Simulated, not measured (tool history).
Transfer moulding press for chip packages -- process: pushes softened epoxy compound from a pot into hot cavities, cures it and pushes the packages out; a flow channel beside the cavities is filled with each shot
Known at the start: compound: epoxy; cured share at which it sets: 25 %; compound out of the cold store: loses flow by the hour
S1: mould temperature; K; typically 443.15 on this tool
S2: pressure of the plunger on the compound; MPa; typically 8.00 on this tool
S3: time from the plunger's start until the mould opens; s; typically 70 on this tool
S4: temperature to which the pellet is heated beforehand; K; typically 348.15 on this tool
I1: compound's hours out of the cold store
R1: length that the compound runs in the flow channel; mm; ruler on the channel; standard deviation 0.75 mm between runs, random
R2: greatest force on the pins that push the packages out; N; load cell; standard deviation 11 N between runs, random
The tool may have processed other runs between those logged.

| run | hour | S1 | S2 | S3 | S4 | I1 | R1 | R2 |
|---|---|---|---|---|---|---|---|---|
| 1 | 0.0 | 443.15 | 8.00 | 70 | 348.15 | 16.9 | 576.8 | 892 |
|  | 3.5 | cavities cleaned with cleaning compound and waxed |
| 2 | 20.7 | 443.15 | 8.00 | 70 | 348.15 | 32.6 | 544.1 | 673 |
| 3 | 49.1 | 443.15 | 8.00 | 70 | 348.15 | 36.9 | 532.2 | 791 |
|  | 67.2 | cavities cleaned with cleaning compound and waxed |
| 4 | 86.7 | 443.15 | 8.00 | 70 | 346.15 | 8.8 | 591.2 | 700 |
|  | 93.9 | plunger's sealing rings changed |
| 5 | 114.3 | 443.15 | 8.00 | 70 | 348.15 | 23.7 | 568.7 | 788 |
|  | 132.2 | cavities cleaned with cleaning compound and waxed |
| 6 | 142.6 | 443.15 | 6.21 | 70 | 348.15 | 32.3 | 484.6 | 592 |
| 7 | 170.5 | 443.15 | 8.00 | 70 | 348.15 | 45.6 | 522.2 | 689 |
|  | 193.7 | cavities cleaned with cleaning compound and waxed |
| 8 | 207.0 | 443.15 | 8.00 | 70 | 348.15 | 41.8 | 527.3 | 632 |
| 9 | 239.1 | 443.15 | 8.00 | 70 | 348.15 | 33.2 | 543.2 | 760 |
|  | 256.4 | cavities cleaned with cleaning compound and waxed |
| 10 | 271.4 | 443.15 | 8.36 | 70 | 348.15 | 12.1 | 598.6 | 649 |
| 11 | 299.1 | 443.15 | 8.00 | 70 | 355.15 | 34.1 | 537.5 | 732 |
|  | 317.5 | cavities cleaned with cleaning compound and waxed |
| 12 | 327.3 | 443.15 | 8.00 | 70 | 348.15 | 32.4 | 540.9 | 614 |
|  | 350.7 | plunger's sealing rings changed |
| 13 | 354.0 | 443.15 | 8.00 | 70 | 348.15 | 14.2 | 589.2 | 756 |
| 14 | 369.8 | 443.15 | 8.00 | 70 | 348.15 | 17.2 | 582.2 | 802 |
|  | 381.7 | cavities cleaned with cleaning compound and waxed |
| 15 | 387.8 | 443.15 | 8.00 | 70 | 348.15 | 16.2 | 584.0 | 572 |
| 16 | 416.6 | 443.15 | 8.00 | 70 | 348.15 | 22.9 | 569.5 | 738 |
|  | 444.0 | cavities cleaned with cleaning compound and waxed |
| 17 | 449.5 | 443.15 | 8.00 | 108 | 341.15 | 28.0 | 557.3 | 387 |
| 18 | 473.6 | 443.15 | 8.00 | 108 | 341.15 | 36.4 | 538.1 | 500 |
| 19 | 499.2 | 443.15 | 8.00 | 108 | 341.15 | 23.8 | 565.1 | 541 |
|  | 505.7 | cavities cleaned with cleaning compound and waxed |
| 20 | 525.8 | 443.15 | 8.00 | 108 | 341.15 | 24.7 | 560.4 | 443 |
| 21 | 541.5 | 443.15 | 8.00 | 108 | 341.15 | 39.1 | 530.7 | 496 |
|  | 567.5 | cavities cleaned with cleaning compound and waxed |
| 22 | 573.0 | 440.15 | 8.00 | 70 | 357.15 | 23.4 | 566.2 | 625 |
| 23 | 598.7 | 449.15 | 9.12 | 70 | 357.15 | 20.6 | 590.4 | 528 |
|  | 608.9 | plunger's sealing rings changed |
| 24 | 620.0 | 449.15 | 9.12 | 70 | 357.15 | 16.4 | 608.4 | 613 |
|  | 631.3 | cavities cleaned with cleaning compound and waxed |
| 25 | 648.5 | 449.15 | 8.00 | 70 | 348.15 | 16.5 | 571.0 | 479 |
| 26 | 682.3 | 435.15 | 8.00 | 53 | 348.15 | 27.2 | 574.5 | 2510 |
|  | 692.4 | cavities cleaned with cleaning compound and waxed |
| 27 | 706.8 | 435.15 | 8.00 | 53 | 348.15 | 21.6 | 585.9 | 1984 |
| 28 | 731.6 | 437.15 | 8.46 | 51 | 348.15 | 23.5 | 593.7 | 2349 |
|  | 753.9 | cavities cleaned with cleaning compound and waxed |
| 29 | 755.0 | 439.15 | 8.76 | 99 | 351.15 | 37.4 | 566.9 | 372 |

Difference, measured minus no-hidden-state, one row per run. Run-to-run variation is common to both terms; the gauge's own scatter need not be:
Unlogged tool condition in this case: true mould temperature over the reading, C; pressure that reaches the compound, % of what is set; grip of the stained cavities, % over clean ones'; drift of the gauge itself on flow_mm, %; drift of the gauge itself on push_out_n, %.
| run | R1 | R2 |
|---|---|---|
| 1 | -9.3 | +332 |
| 2 | -9.7 | +130 |
| 3 | -10.6 | +268 |
| 4 | -13.8 | +128 |
| 5 | -2.8 | +256 |
| 6 | -3.4 | +65 |
| 7 | -4.9 | +206 |
| 8 | -6.6 | +91 |
| 9 | -8.2 | +244 |
| 10 | -10.7 | +98 |
| 11 | -10.7 | +232 |
| 12 | -12.1 | +58 |
| 13 | -2.3 | +206 |
| 14 | -3.0 | +264 |
| 15 | -3.8 | +29 |
| 16 | -4.9 | +203 |
| 17 | -6.2 | +46 |
| 18 | -7.0 | +153 |
| 19 | -8.6 | +211 |
| 20 | -9.7 | +103 |
| 21 | -9.8 | +160 |
| 22 | -12.0 | +20 |
| 23 | -13.4 | +152 |
| 24 | -3.7 | +219 |
| 25 | -4.8 | +96 |
| 26 | -7.0 | +896 |
| 27 | -8.2 | +319 |
| 28 | -9.4 | +737 |
| 29 | -9.8 | +5 |
